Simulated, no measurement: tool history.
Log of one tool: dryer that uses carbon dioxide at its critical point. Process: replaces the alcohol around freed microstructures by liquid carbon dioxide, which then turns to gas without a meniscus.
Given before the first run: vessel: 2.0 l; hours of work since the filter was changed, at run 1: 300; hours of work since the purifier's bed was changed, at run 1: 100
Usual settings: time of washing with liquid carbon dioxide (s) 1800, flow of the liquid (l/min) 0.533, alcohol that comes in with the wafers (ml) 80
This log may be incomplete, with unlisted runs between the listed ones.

run	hour	time of washing with liquid carbon dioxide (s)	flow of the liquid (l/min)	alcohol that comes in with the wafers (ml)	hours of work since the filter was changed	hours of work since the purifier's bed was changed	alcohol left in the vessel before it's heated (ppm by volume)
1	0.0	1800	0.533	80	300	100	39
2	15.2	1800	0.533	80	307	107	47
3	40.1	1800	0.533	80	320	120	50
4	53.0	1800	0.533	80	326	126	49
5	69.3	1800	0.533	80	335	135	64
6	83.3	1800	0.533	80	342	142	53
7	104.3	1800	0.533	80	352	152	69
8	131.7	1800	0.533	80	366	166	51
9	152.3	1800	0.533	80	376	177	73
10	164.1	1800	0.533	80	382	182	66
11	183.7	1800	0.533	80	392	192	57
12	203.6	1800	0.533	80	402	202	69
13	219.1	1800	0.339	80	410	210	439
14	235.3	1260	0.352	85	418	218	1562
15	252.0	1500	0.472	85	427	227	247
16	276.6	1500	0.472	85	439	239	260
17	298.9	1500	0.428	28	450	250	168
18	322.0	1800	0.358	51	462	262	263
19	347.0	1140	0.334	51	474	275	1543
20	368.2	2520	0.813	80	485	285	50
21	393.0	1800	0.838	57	498	298	46
22	405.8	1800	0.838	57	504	304	44
23	422.6	1740	0.448	108	513	313	239
24	448.0	1800	0.846	80	525	325	50
25	468.1	1800	0.846	80	535	336	49

Each row is a separate what-if for the run after 25, all from the same tool condition, not one after another. Results?
A	494.5	1260	0.420	48	549	349	?
B	494.5	1800	0.562	80	549	349	?
C	494.5	1860	0.456	103	549	349	?
D	494.5	1080	0.478	39	549	349	?
E	494.5	2040	0.462	27	549	349	?

run	alcohol left in the vessel before it's heated (ppm by volume)
A	589
B	83
C	173
D	538
E	66
Had the tool no hidden state, the same runs would have come out as:
run	alcohol left in the vessel before it's heated (ppm by volume)
A	295
B	14
C	49
D	269
E	9
